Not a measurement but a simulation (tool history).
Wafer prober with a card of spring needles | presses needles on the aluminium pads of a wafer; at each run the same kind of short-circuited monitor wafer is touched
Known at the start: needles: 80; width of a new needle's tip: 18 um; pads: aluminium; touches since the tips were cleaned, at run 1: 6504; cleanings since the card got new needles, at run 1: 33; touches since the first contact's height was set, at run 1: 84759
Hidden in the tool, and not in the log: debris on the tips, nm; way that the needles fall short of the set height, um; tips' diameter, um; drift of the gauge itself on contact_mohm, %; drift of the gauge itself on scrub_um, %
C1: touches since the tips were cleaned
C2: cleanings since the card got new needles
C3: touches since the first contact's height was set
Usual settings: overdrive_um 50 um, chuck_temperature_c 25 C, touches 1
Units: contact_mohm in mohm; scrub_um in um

run 1 day=0 | overdrive_um=50 chuck_temperature_c=25 touches=1 | C1=6504 C2=33 C3=84759 | contact_mohm=565 scrub_um=10.27
-- day=0.2 tips cleaned on abrasive film
run 2 day=0.375 | overdrive_um=50 chuck_temperature_c=25 touches=1 | C1=1445 C2=34 C3=87798 | contact_mohm=350 scrub_um=10.26
run 3 day=1.033 | overdrive_um=50 chuck_temperature_c=25 touches=1 | C1=6809 C2=34 C3=93162 | contact_mohm=564 scrub_um=10.25
-- day=1.117 tips cleaned on abrasive film
run 4 day=1.392 | overdrive_um=50 chuck_temperature_c=25 touches=1 | C1=2236 C2=35 C3=96043 | contact_mohm=451 scrub_um=10.22
-- day=2.079 tips cleaned on abrasive film
run 5 day=2.171 | overdrive_um=50 chuck_temperature_c=25 touches=1 | C1=723 C2=36 C3=102359 | contact_mohm=271 scrub_um=10.19
run 6 day=2.954 | overdrive_um=35 chuck_temperature_c=25 touches=1 | C1=7113 C2=36 C3=108749 | contact_mohm=1021 scrub_um=7.08
-- day=3.012 tips cleaned on abrasive film
run 7 day=3.662 | overdrive_um=66 chuck_temperature_c=25 touches=1 | C1=5289 C2=37 C3=114507 | contact_mohm=374 scrub_um=13.56
-- day=3.954 tips cleaned on abrasive film
run 8 day=4.054 | overdrive_um=66 chuck_temperature_c=25 touches=1 | C1=828 C2=38 C3=117676 | contact_mohm=224 scrub_um=13.47
run 9 day=4.838 | overdrive_um=66 chuck_temperature_c=25 touches=1 | C1=7225 C2=38 C3=124073 | contact_mohm=390 scrub_um=13.51
-- day=4.921 tips cleaned on abrasive film
run 10 day=5.396 | overdrive_um=50 chuck_temperature_c=25 touches=1 | C1=3869 C2=39 C3=128581 | contact_mohm=524 scrub_um=10.17
-- day=5.871 tips cleaned on abrasive film
run 11 day=6.15 | overdrive_um=50 chuck_temperature_c=25 touches=1 | C1=2266 C2=40 C3=134707 | contact_mohm=441 scrub_um=10.16
-- day=6.804 tips cleaned on abrasive film
run 12 day=7 | overdrive_um=50 chuck_temperature_c=25 touches=1 | C1=1607 C2=41 C3=141614 | contact_mohm=388 scrub_um=10.1
run 13 day=7.508 | overdrive_um=59 chuck_temperature_c=25 touches=1 | C1=5740 C2=41 C3=145747 | contact_mohm=448 scrub_um=12.01
-- day=7.742 tips cleaned on abrasive film
run 14 day=8.267 | overdrive_um=59 chuck_temperature_c=25 touches=1 | C1=4265 C2=42 C3=151901 | contact_mohm=423 scrub_um=11.94
-- day=8.708 tips cleaned on abrasive film
run 15 day=8.75 | overdrive_um=50 chuck_temperature_c=25 touches=1 | C1=339 C2=43 C3=155824 | contact_mohm=245 scrub_um=10.07
run 16 day=9.554 | overdrive_um=50 chuck_temperature_c=25 touches=1 | C1=6904 C2=43 C3=162389 | contact_mohm=589 scrub_um=10.11
-- day=9.638 tips cleaned on abrasive film
run 17 day=10.012 | overdrive_um=50 chuck_temperature_c=25 touches=1 | C1=3077 C2=44 C3=166104 | contact_mohm=495 scrub_um=10
run 18 day=10.546 | overdrive_um=47 chuck_temperature_c=25 touches=1 | C1=7401 C2=44 C3=170428 | contact_mohm=672 scrub_um=9.4
-- day=10.621 tips cleaned on abrasive film
run 19 day=11.196 | overdrive_um=34 chuck_temperature_c=29 touches=2 | C1=4713 C2=45 C3=175719 | contact_mohm=710 scrub_um=6.66
-- day=11.567 tips cleaned on abrasive film
run 20 day=11.65 | overdrive_um=34 chuck_temperature_c=29 touches=2 | C1=668 C2=46 C3=179379 | contact_mohm=364 scrub_um=6.65
run 21 day=12.412 | overdrive_um=30 chuck_temperature_c=78 touches=1 | C1=6908 C2=46 C3=185619 | contact_mohm=1379 scrub_um=5.78
-- day=12.492 tips cleaned on abrasive film
run 22 day=13.162 | overdrive_um=37 chuck_temperature_c=30 touches=1 | C1=5461 C2=47 C3=191680 | contact_mohm=968 scrub_um=7.27
-- day=13.225 height of the first contact set anew
-- day=13.429 tips cleaned on abrasive film
run 23 day=13.979 | overdrive_um=49 chuck_temperature_c=63 touches=2 | C1=4479 C2=48 C3=6121 | contact_mohm=376 scrub_um=10.21
-- day=14.358 tips cleaned on abrasive film
run 24 day=14.704 | overdrive_um=49 chuck_temperature_c=63 touches=2 | C1=2822 C2=49 C3=12029 | contact_mohm=336 scrub_um=10.22
run 25 day=15.188 | overdrive_um=64 chuck_temperature_c=46 touches=3 | C1=6744 C2=49 C3=15951 | contact_mohm=230 scrub_um=13.34
-- day=15.312 tips cleaned on abrasive film
run 26 day=15.788 | overdrive_um=64 chuck_temperature_c=46 touches=3 | C1=3883 C2=50 C3=20833 | contact_mohm=213 scrub_um=13.32
-- day=16.271 tips cleaned on abrasive film
run 27 day=16.558 | overdrive_um=64 chuck_temperature_c=46 touches=3 | C1=2349 C2=51 C3=27062 | contact_mohm=198 scrub_um=13.32
-- day=17.196 tips cleaned on abrasive film
run 28 day=17.383 | overdrive_um=35 chuck_temperature_c=118 touches=2 | C1=1509 C2=52 C3=33763 | contact_mohm=406 scrub_um=7.19
-- day=18.146 tips cleaned on abrasive film
run 29 day=18.242 | overdrive_um=35 chuck_temperature_c=118 touches=2 | C1=809 C2=53 C3=40755 | contact_mohm=354 scrub_um=7.19
run 30 day=18.858 | overdrive_um=48 chuck_temperature_c=67 touches=2 | C1=5831 C2=53 C3=45777 | contact_mohm=414 scrub_um=9.9
-- day=19.1 tips cleaned on abrasive film
run 31 day=19.621 | overdrive_um=50 chuck_temperature_c=34 touches=2 | C1=4254 C2=54 C3=51956 | contact_mohm=376 scrub_um=10.33
-- day=20.079 tips cleaned on abrasive film
run 32 day=20.242 | overdrive_um=50 chuck_temperature_c=34 touches=2 | C1=1333 C2=55 C3=56998 | contact_mohm=279 scrub_um=10.28
run 33 day=20.842 | overdrive_um=50 chuck_temperature_c=34 touches=2 | C1=6215 C2=55 C3=61880 | contact_mohm=400 scrub_um=10.25

How the hidden state differs across the entries between the runs, from the last listed run before each to the first after it:
Between runs 1 and 2: tips cleaned on abrasive film (day 0.2)
  debris on the tips, nm: 205.6 -> 105.3; way that the needles fall short of the set height, um: 0.97 -> 1.05; tips' diameter, um: 19.19 -> 19.22
  measured less the result without the state, contact_mohm: +434 -> +221 mohm; scrub_um: -0.2 -> -0.22 um
Between runs 3 and 4: tips cleaned on abrasive film (day 1.117)
  debris on the tips, nm: 204.8 -> 148.5; way that the needles fall short of the set height, um: 1.05 -> 1.13; tips' diameter, um: 19.22 -> 19.25
  measured less the result without the state, contact_mohm: +435 -> +319 mohm; scrub_um: -0.23 -> -0.23 um
Between runs 4 and 5: tips cleaned on abrasive film (day 2.079)
  debris on the tips, nm: 148.5 -> 65.6; way that the needles fall short of the set height, um: 1.13 -> 1.24; tips' diameter, um: 19.25 -> 19.29
  measured less the result without the state, contact_mohm: +319 -> +142 mohm; scrub_um: -0.23 -> -0.26 um
Between runs 6 and 7: tips cleaned on abrasive film (day 3.012)
  debris on the tips, nm: 205.5 -> 196.3; way that the needles fall short of the set height, um: 1.24 -> 1.32; tips' diameter, um: 19.29 -> 19.31
  measured less the result without the state, contact_mohm: +882 -> +250 mohm; scrub_um: -0.26 -> -0.28 um
Between runs 7 and 8: tips cleaned on abrasive film (day 3.954)
  debris on the tips, nm: 196.3 -> 78.6; way that the needles fall short of the set height, um: 1.32 -> 1.43; tips' diameter, um: 19.31 -> 19.35
  measured less the result without the state, contact_mohm: +250 -> +101 mohm; scrub_um: -0.28 -> -0.3 um
Between runs 9 and 10: tips cleaned on abrasive film (day 4.921)
  debris on the tips, nm: 207.6 -> 180.5; way that the needles fall short of the set height, um: 1.43 -> 1.52; tips' diameter, um: 19.35 -> 19.38
  measured less the result without the state, contact_mohm: +267 -> +394 mohm; scrub_um: -0.3 -> -0.31 um
Between runs 10 and 11: tips cleaned on abrasive film (day 5.871)
  debris on the tips, nm: 180.5 -> 141.5; way that the needles fall short of the set height, um: 1.52 -> 1.59; tips' diameter, um: 19.38 -> 19.41
  measured less the result without the state, contact_mohm: +394 -> +312 mohm; scrub_um: -0.31 -> -0.34 um
Between runs 11 and 12: tips cleaned on abrasive film (day 6.804)
  debris on the tips, nm: 141.5 -> 117.9; way that the needles fall short of the set height, um: 1.59 -> 1.69; tips' diameter, um: 19.41 -> 19.44
  measured less the result without the state, contact_mohm: +312 -> +259 mohm; scrub_um: -0.34 -> -0.36 um
Between runs 13 and 14: tips cleaned on abrasive film (day 7.742)
  debris on the tips, nm: 201.9 -> 184.4; way that the needles fall short of the set height, um: 1.69 -> 1.8; tips' diameter, um: 19.44 -> 19.48
  measured less the result without the state, contact_mohm: +324 -> +298 mohm; scrub_um: -0.36 -> -0.38 um
Between runs 14 and 15: tips cleaned on abrasive film (day 8.708)
  debris on the tips, nm: 184.4 -> 50.4; way that the needles fall short of the set height, um: 1.8 -> 1.9; tips' diameter, um: 19.48 -> 19.52
  measured less the result without the state, contact_mohm: +298 -> +116 mohm; scrub_um: -0.38 -> -0.4 um
Between runs 16 and 17: tips cleaned on abrasive film (day 9.638)
  debris on the tips, nm: 206.1 -> 164.6; way that the needles fall short of the set height, um: 1.9 -> 2.03; tips' diameter, um: 19.52 -> 19.56
  measured less the result without the state, contact_mohm: +460 -> +368 mohm; scrub_um: -0.4 -> -0.43 um
Between runs 18 and 19: tips cleaned on abrasive film (day 10.621)
  debris on the tips, nm: 207.8 -> 193.9; way that the needles fall short of the set height, um: 2.03 -> 2.13; tips' diameter, um: 19.56 -> 19.6
  measured less the result without the state, contact_mohm: +539 -> +569 mohm; scrub_um: -0.42 -> -0.45 um
Between runs 19 and 20: tips cleaned on abrasive film (day 11.567)
  debris on the tips, nm: 193.9 -> 73.7; way that the needles fall short of the set height, um: 2.13 -> 2.25; tips' diameter, um: 19.6 -> 19.64
  measured less the result without the state, contact_mohm: +569 -> +223 mohm; scrub_um: -0.45 -> -0.47 um
Between runs 21 and 22: tips cleaned on abrasive film (day 12.492)
  debris on the tips, nm: 206.3 -> 198.5; way that the needles fall short of the set height, um: 2.25 -> 2.33; tips' diameter, um: 19.64 -> 19.67
  measured less the result without the state, contact_mohm: +1224 -> +830 mohm; scrub_um: -0.47 -> -0.49 um
Between runs 22 and 23: height of the first contact set anew (day 13.225); tips cleaned on abrasive film (day 13.429)
  debris on the tips, nm: 198.5 -> 186.3; way that the needles fall short of the set height, um: 2.33 -> 0.1; tips' diameter, um: 19.67 -> 19.7
  measured less the result without the state, contact_mohm: +830 -> +239 mohm; scrub_um: -0.49 -> -0.02 um
Between runs 23 and 24: tips cleaned on abrasive film (day 14.358)
  debris on the tips, nm: 186.3 -> 155.1; way that the needles fall short of the set height, um: 0.1 -> 0.21; tips' diameter, um: 19.7 -> 19.74
  measured less the result without the state, contact_mohm: +239 -> +199 mohm; scrub_um: -0.02 -> -0.04 um
Between runs 25 and 26: tips cleaned on abrasive film (day 15.312)
  debris on the tips, nm: 205.1 -> 176.1; way that the needles fall short of the set height, um: 0.21 -> 0.33; tips' diameter, um: 19.74 -> 19.78
  measured less the result without the state, contact_mohm: +99 -> +84 mohm; scrub_um: -0.04 -> -0.07 um
Between runs 26 and 27: tips cleaned on abrasive film (day 16.271)
  debris on the tips, nm: 176.1 -> 144; way that the needles fall short of the set height, um: 0.33 -> 0.46; tips' diameter, um: 19.78 -> 19.83
  measured less the result without the state, contact_mohm: +84 -> +70 mohm; scrub_um: -0.07 -> -0.1 um
Between runs 27 and 28: tips cleaned on abrasive film (day 17.196)
  debris on the tips, nm: 144 -> 108.9; way that the needles fall short of the set height, um: 0.46 -> 0.53; tips' diameter, um: 19.83 -> 19.85
  measured less the result without the state, contact_mohm: +70 -> +248 mohm; scrub_um: -0.1 -> -0.11 um
Between runs 28 and 29: tips cleaned on abrasive film (day 18.146)
  debris on the tips, nm: 108.9 -> 86.4; way that the needles fall short of the set height, um: 0.53 -> 0.63; tips' diameter, um: 19.85 -> 19.89
  measured less the result without the state, contact_mohm: +248 -> +198 mohm; scrub_um: -0.11 -> -0.13 um
Between runs 30 and 31: tips cleaned on abrasive film (day 19.1)
  debris on the tips, nm: 202 -> 187; way that the needles fall short of the set height, um: 0.63 -> 0.75; tips' diameter, um: 19.89 -> 19.93
  measured less the result without the state, contact_mohm: +276 -> +246 mohm; scrub_um: -0.13 -> -0.15 um
Between runs 31 and 32: tips cleaned on abrasive film (day 20.079)
  debris on the tips, nm: 187 -> 107.9; way that the needles fall short of the set height, um: 0.75 -> 0.87; tips' diameter, um: 19.93 -> 19.97
  measured less the result without the state, contact_mohm: +246 -> +146 mohm; scrub_um: -0.15 -> -0.18 um

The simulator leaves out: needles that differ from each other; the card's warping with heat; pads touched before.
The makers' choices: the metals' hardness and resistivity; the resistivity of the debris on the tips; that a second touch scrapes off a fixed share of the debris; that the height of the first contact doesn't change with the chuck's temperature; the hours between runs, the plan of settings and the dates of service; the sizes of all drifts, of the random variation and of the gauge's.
